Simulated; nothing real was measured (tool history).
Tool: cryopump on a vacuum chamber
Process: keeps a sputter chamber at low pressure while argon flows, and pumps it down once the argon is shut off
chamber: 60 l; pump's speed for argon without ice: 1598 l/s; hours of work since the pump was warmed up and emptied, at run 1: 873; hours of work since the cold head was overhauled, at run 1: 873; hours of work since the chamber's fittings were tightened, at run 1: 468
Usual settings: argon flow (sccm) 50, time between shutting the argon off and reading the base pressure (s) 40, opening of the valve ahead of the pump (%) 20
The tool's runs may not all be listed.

run,hour,argon flow (sccm),time between shutting the argon off and reading the base pressure (s),opening of the valve ahead of the pump (%),hours of work since the pump was warmed up and emptied,hours of work since the cold head was overhauled,hours of work since the chamber's fittings were tightened,pressure while argon flows (Pa),pressure after the wait (uPa)
1,0,50,40,20,873,873,468,0.285,1.85
2,57.8,50,40,28,924,924,519,0.208,1.89
3,110.8,50,40,28,971,971,566,0.2093,1.93
4,150.8,50,40,28,1006,1006,602,0.2108,1.96
5,178.9,50,40,28,1031,1031,627,0.2119,1.95
6,231.1,50,40,28,1077,1077,673,0.2146,2.01
7,271.8,50,40,28,1113,1113,709,0.2141,2.06
# hour 296: pump warmed up, emptied and cooled again
8,326.9,50,125,59,27,1158,753,0.0902,0.99
9,389.6,50,125,59,83,1213,809,0.0914,1
10,418.7,50,95,35,109,1239,834,0.1545,1.12

Hidden state at the last listed run before each entry between runs and at the first one after, where it differs:
Between runs 7 and 8: pump warmed up, emptied and cooled again (hour 296)
  pump's speed, % of a pump's without ice: 67.5 -> 98.1; cold plate's temperature, K: 12.31 -> 12.32; leak into the chamber, uPa l/s: 866 -> 899
  measured less the result without the state, pressure while argon flows (Pa): +0.0259 -> +0.0014; pressure after the wait (uPa): +0.62 -> +0.38
